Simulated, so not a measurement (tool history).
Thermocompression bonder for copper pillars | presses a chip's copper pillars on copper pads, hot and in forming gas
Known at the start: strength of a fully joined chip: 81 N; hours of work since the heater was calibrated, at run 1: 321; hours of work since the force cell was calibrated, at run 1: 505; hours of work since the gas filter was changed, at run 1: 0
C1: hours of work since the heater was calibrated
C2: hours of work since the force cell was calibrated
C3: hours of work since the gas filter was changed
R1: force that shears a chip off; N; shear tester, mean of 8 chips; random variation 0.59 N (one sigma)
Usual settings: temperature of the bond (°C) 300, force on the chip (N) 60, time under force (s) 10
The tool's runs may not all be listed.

run 1 hour=0 | temperature_of_the_bond_(°C)=300 force_on_the_chip_(N)=60 time_under_force_(s)=10 | C1=321 C2=505 C3=0 | R1=52.3
run 2 hour=13.7 | temperature_of_the_bond_(°C)=300 force_on_the_chip_(N)=76 time_under_force_(s)=10 | C1=331 C2=516 C3=10 | R1=60.4
run 3 hour=25 | temperature_of_the_bond_(°C)=300 force_on_the_chip_(N)=76 time_under_force_(s)=10 | C1=339 C2=524 C3=19 | R1=60.5
run 4 hour=34.9 | temperature_of_the_bond_(°C)=300 force_on_the_chip_(N)=50 time_under_force_(s)=10 | C1=347 C2=532 C3=26 | R1=45.9
run 5 hour=44 | temperature_of_the_bond_(°C)=300 force_on_the_chip_(N)=50 time_under_force_(s)=10 | C1=354 C2=539 C3=33 | R1=45.4
run 6 hour=58.1 | temperature_of_the_bond_(°C)=300 force_on_the_chip_(N)=60 time_under_force_(s)=10 | C1=364 C2=549 C3=44 | R1=51.7
run 7 hour=64.2 | temperature_of_the_bond_(°C)=300 force_on_the_chip_(N)=60 time_under_force_(s)=10 | C1=369 C2=554 C3=48 | R1=51.6
run 8 hour=75.7 | temperature_of_the_bond_(°C)=300 force_on_the_chip_(N)=60 time_under_force_(s)=10 | C1=378 C2=562 C3=57 | R1=52.2
run 9 hour=84.6 | temperature_of_the_bond_(°C)=300 force_on_the_chip_(N)=60 time_under_force_(s)=10 | C1=384 C2=569 C3=64 | R1=52.6
run 10 hour=98.5 | temperature_of_the_bond_(°C)=300 force_on_the_chip_(N)=60 time_under_force_(s)=10 | C1=395 C2=580 C3=74 | R1=51.8
run 11 hour=105.5 | temperature_of_the_bond_(°C)=300 force_on_the_chip_(N)=60 time_under_force_(s)=10 | C1=400 C2=585 C3=79 | R1=52.3
run 12 hour=117.7 | temperature_of_the_bond_(°C)=300 force_on_the_chip_(N)=60 time_under_force_(s)=10 | C1=409 C2=594 C3=89 | R1=51.6
run 13 hour=124.6 | temperature_of_the_bond_(°C)=300 force_on_the_chip_(N)=60 time_under_force_(s)=10 | C1=414 C2=599 C3=94 | R1=52.9
run 14 hour=133.1 | temperature_of_the_bond_(°C)=300 force_on_the_chip_(N)=60 time_under_force_(s)=10 | C1=421 C2=606 C3=100 | R1=52.7
run 15 hour=146.1 | temperature_of_the_bond_(°C)=320 force_on_the_chip_(N)=38 time_under_force_(s)=7 | C1=431 C2=615 C3=110 | R1=37.6
run 16 hour=158.9 | temperature_of_the_bond_(°C)=296 force_on_the_chip_(N)=41 time_under_force_(s)=10 | C1=440 C2=625 C3=120 | R1=37
run 17 hour=171.8 | temperature_of_the_bond_(°C)=296 force_on_the_chip_(N)=41 time_under_force_(s)=10 | C1=450 C2=635 C3=129 | R1=37.4
run 18 hour=183.8 | temperature_of_the_bond_(°C)=327 force_on_the_chip_(N)=59 time_under_force_(s)=18 | C1=459 C2=644 C3=138 | R1=69.1
run 19 hour=190.4 | temperature_of_the_bond_(°C)=299 force_on_the_chip_(N)=55 time_under_force_(s)=10 | C1=464 C2=649 C3=143 | R1=48.9
run 20 hour=200.7 | temperature_of_the_bond_(°C)=300 force_on_the_chip_(N)=60 time_under_force_(s)=13 | C1=472 C2=657 C3=151 | R1=56.5
run 21 hour=211.5 | temperature_of_the_bond_(°C)=300 force_on_the_chip_(N)=60 time_under_force_(s)=13 | C1=480 C2=665 C3=159 | R1=56.4
run 22 hour=221.2 | temperature_of_the_bond_(°C)=323 force_on_the_chip_(N)=60 time_under_force_(s)=14 | C1=487 C2=672 C3=167 | R1=65.3
run 23 hour=228.4 | temperature_of_the_bond_(°C)=282 force_on_the_chip_(N)=84 time_under_force_(s)=11 | C1=493 C2=677 C3=172 | R1=57.8
run 24 hour=235.3 | temperature_of_the_bond_(°C)=282 force_on_the_chip_(N)=84 time_under_force_(s)=11 | C1=498 C2=683 C3=177 | R1=58.7
run 25 hour=245.8 | temperature_of_the_bond_(°C)=272 force_on_the_chip_(N)=42 time_under_force_(s)=20 | C1=506 C2=690 C3=185 | R1=38.5
run 26 hour=258.9 | temperature_of_the_bond_(°C)=325 force_on_the_chip_(N)=71 time_under_force_(s)=20 | C1=516 C2=700 C3=195 | R1=72.7
run 27 hour=271.9 | temperature_of_the_bond_(°C)=325 force_on_the_chip_(N)=71 time_under_force_(s)=9 | C1=525 C2=710 C3=205 | R1=65.1

Forecast each of these 3 alternatives for the next run:
run A hour=284.9 | temperature_of_the_bond_(°C)=270 force_on_the_chip_(N)=71 time_under_force_(s)=16 | C1=535 C2=720 C3=215 | R1=?
run B hour=284.9 | temperature_of_the_bond_(°C)=275 force_on_the_chip_(N)=71 time_under_force_(s)=5 | C1=535 C2=720 C3=215 | R1=?
run C hour=284.9 | temperature_of_the_bond_(°C)=283 force_on_the_chip_(N)=60 time_under_force_(s)=21 | C1=535 C2=720 C3=215 | R1=?

run=A R1=52.4
run=B R1=38.1
run=C R1=56.7
Without the tool's hidden state the same runs would have given:
run=A R1=52.5
run=B R1=38.2
run=C R1=56.9

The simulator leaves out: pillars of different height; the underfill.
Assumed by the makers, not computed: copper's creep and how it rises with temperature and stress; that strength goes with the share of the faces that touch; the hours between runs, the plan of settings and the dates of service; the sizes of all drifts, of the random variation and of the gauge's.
